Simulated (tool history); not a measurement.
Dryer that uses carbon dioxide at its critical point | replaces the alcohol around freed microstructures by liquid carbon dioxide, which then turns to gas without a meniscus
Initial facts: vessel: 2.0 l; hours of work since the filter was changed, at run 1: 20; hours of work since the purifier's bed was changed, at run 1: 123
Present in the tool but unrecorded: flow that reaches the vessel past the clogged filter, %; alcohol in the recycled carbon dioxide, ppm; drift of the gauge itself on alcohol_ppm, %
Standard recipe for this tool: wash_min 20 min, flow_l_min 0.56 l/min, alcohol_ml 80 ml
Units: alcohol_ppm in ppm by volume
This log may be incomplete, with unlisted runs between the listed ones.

run    hour  wash_min  flow_l_min  alcohol_ml  hours of work since the filter was changed  hours of work since the purifier's bed was changed  alcohol_ppm
  1       0        20        0.56          80                                          20                                                 123          239
  2    36.1        20        0.56          43                                          35                                                 139          161
  3    59.9        20        0.56          47                                          45                                                 148          165
  4    78.7        20        0.56          47                                          53                                                 156          170
  5   104.5        20        0.56          47                                          64                                                 167          178
  6   134.6        20        0.56          47                                          76                                                 180          190
  7   163.4        20        0.56          47                                          88                                                 192          193
  8   186.2        20       0.637          80                                          98                                                 201          183
  9   211.3        20       0.637          80                                         108                                                 212          174
 10   249.8        20       0.637         114                                         124                                                 228          220
 11   292.9        20       0.637         114                                         142                                                 245          233
 12   324.7        17       0.637         114                                         156                                                 259          464
 13   362.7        20        0.56          80                                         171                                                 275          311
 14   384.8        20       0.615          80                                         181                                                 284          216
 15   416.8        17       0.615          80                                         194                                                 297          432
 16   441.1        17       0.615          80                                         204                                                 307          428
 17   462.8        17       0.615          80                                         213                                                 316          431
 18   480.1        17       0.615          80                                         220                                                 323          434
 19   512.5        17       0.615          80                                         234                                                 337          442
 20   544.8        17       0.615          80                                         247                                                 350          468
 21   581.7        17       0.615          80                                         263                                                 366          470
 22   612.3        23       0.386         100                                         275                                                 379         1013
 23   631.8        23       0.395          87                                         284                                                 387          854
 24   663.3        23       0.395          87                                         297                                                 400          857
 25   694.4        15       0.457          36                                         310                                                 413          954
 26   725.8        15       0.457          36                                         323                                                 426          965
 27   749.2        20       0.635          80                                         332                                                 436          277
 28   791.7        23       0.489          40                                         350                                                 453          277
 29   824.2        31       0.656         111                                         364                                                 467          161
 30   863.2        31       0.656         111                                         380                                                 483          159
 31   895.3        15       0.384          22                                         393                                                 496         1028
 32   932.6        19       0.638          20                                         409                                                 512          213
 33   953.7        26       0.354          20                                         418                                                 521          346
 34   980.7        16       0.826          39                                         429                                                 532          224
 35  1017.2        15       0.608          59                                         444                                                 547          710
 36    1036        15       0.608          59                                         452                                                 555          723
 37  1053.3        15       0.608          59                                         459                                                 562          718
 38  1078.5        19        0.56          31                                         470                                                 573          337
 39  1104.3        17       0.812          31                                         480                                                 584          223
 40    1131        26       0.917          49                                         491                                                 595          195
 41  1164.5        28       0.455         112                                         505                                                 609          423

What if the next run were any one of these 3? Each begins from the tool's condition after run 41:
  A  1183        20       0.697          50                                         513                                                 616            ?
  B  1183        20        0.69          32                                         513                                                 616            ?
  C  1183        24       0.375          50                                         513                                                 616            ?

run  alcohol_ppm
  A          248
  B          240
  C          710
The same runs, with their run-to-run variation unchanged, on a tool lacking any hidden condition would have given:
run  alcohol_ppm
  A           29
  B           29
  C          345
